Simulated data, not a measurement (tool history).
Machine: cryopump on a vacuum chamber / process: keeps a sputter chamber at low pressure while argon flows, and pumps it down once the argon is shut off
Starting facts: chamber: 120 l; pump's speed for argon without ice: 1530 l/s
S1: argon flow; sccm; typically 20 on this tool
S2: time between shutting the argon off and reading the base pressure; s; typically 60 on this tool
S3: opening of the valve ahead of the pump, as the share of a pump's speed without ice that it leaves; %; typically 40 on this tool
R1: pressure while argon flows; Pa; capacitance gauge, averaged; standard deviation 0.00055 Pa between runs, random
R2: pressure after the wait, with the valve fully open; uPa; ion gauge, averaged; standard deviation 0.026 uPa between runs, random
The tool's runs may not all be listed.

{"run": 1, "hour": 0.0, "S1": 20, "S2": 60, "S3": 40, "R1": 0.0563, "R2": 1.42}
{"run": 2, "hour": 65.9, "S1": 20, "S2": 60, "S3": 40, "R1": 0.0556, "R2": 1.48}
{"run": 3, "hour": 112.2, "S1": 20, "S2": 60, "S3": 40, "R1": 0.0553, "R2": 1.5}
{"run": 4, "hour": 151.7, "S1": 39, "S2": 60, "S3": 40, "R1": 0.1114, "R2": 1.49}
{"run": 5, "hour": 190.9, "S1": 20, "S2": 36, "S3": 40, "R1": 0.0568, "R2": 2.11}
{"run": 6, "hour": 250.5, "S1": 20, "S2": 36, "S3": 40, "R1": 0.0572, "R2": 2.18}
{"run": 7, "hour": 317.0, "S1": 20, "S2": 36, "S3": 40, "R1": 0.0567, "R2": 2.29}
{"run": 8, "hour": 388.2, "S1": 20, "S2": 36, "S3": 40, "R1": 0.0572, "R2": 2.21}
{"run": 9, "hour": 421.5, "S1": 20, "S2": 36, "S3": 40, "R1": 0.0575, "R2": 2.28}
{"run": 10, "hour": 498.6, "S1": 14, "S2": 60, "S3": 40, "R1": 0.0405, "R2": 1.74}
{"run": 11, "hour": 579.4, "S1": 14, "S2": 60, "S3": 40, "R1": 0.0409, "R2": 1.81}
{"run": 12, "hour": 618.4, "S1": 14, "S2": 60, "S3": 40, "R1": 0.0407, "R2": 1.81}
{"run": 13, "hour": 675.0, "S1": 14, "S2": 79, "S3": 40, "R1": 0.041, "R2": 1.68}
{"run": 14, "hour": 720.6, "S1": 14, "S2": 79, "S3": 40, "R1": 0.0407, "R2": 1.64}
{"run": 15, "hour": 796.4, "S1": 20, "S2": 60, "S3": 40, "R1": 0.0584, "R2": 1.89}
{"run": 16, "hour": 846.7, "S1": 17, "S2": 60, "S3": 40, "R1": 0.0509, "R2": 2.02}
{"run": 17, "hour": 887.1, "S1": 20, "S2": 25, "S3": 40, "R1": 0.0593, "R2": 3.16}
{"run": 18, "hour": 925.7, "S1": 17, "S2": 52, "S3": 45, "R1": 0.0453, "R2": 2.18}
{"run": 19, "hour": 1004.6, "S1": 17, "S2": 50, "S3": 17, "R1": 0.1147, "R2": 2.28}
{"run": 20, "hour": 1039.8, "S1": 17, "S2": 135, "S3": 17, "R1": 0.1136, "R2": 1.63}
{"run": 21, "hour": 1086.8, "S1": 20, "S2": 20, "S3": 37, "R1": 0.0635, "R2": 3.97}
{"run": 22, "hour": 1156.9, "S1": 20, "S2": 186, "S3": 60, "R1": 0.0423, "R2": 1.59}
{"run": 23, "hour": 1233.2, "S1": 20, "S2": 186, "S3": 60, "R1": 0.0416, "R2": 1.72}
{"run": 24, "hour": 1298.0, "S1": 17, "S2": 56, "S3": 21, "R1": 0.0941, "R2": 2.38}
{"run": 25, "hour": 1370.7, "S1": 17, "S2": 56, "S3": 21, "R1": 0.0939, "R2": 2.45}
{"run": 26, "hour": 1422.6, "S1": 8, "S2": 62, "S3": 28, "R1": 0.034, "R2": 2.38}

Forecast run 27:
{"hour": 1441.9, "done": "pump warmed up, emptied and cooled again"}
{"run": 27, "hour": 1475.0, "S1": 20, "S2": 61, "S3": 35, "R1": "?", "R2": "?"}

R1: 0.0637 Pa
R2: 2.09 uPa
With no hidden state in the tool, this same run would have given R1 0.0632 Pa, R2 1.04 uPa.
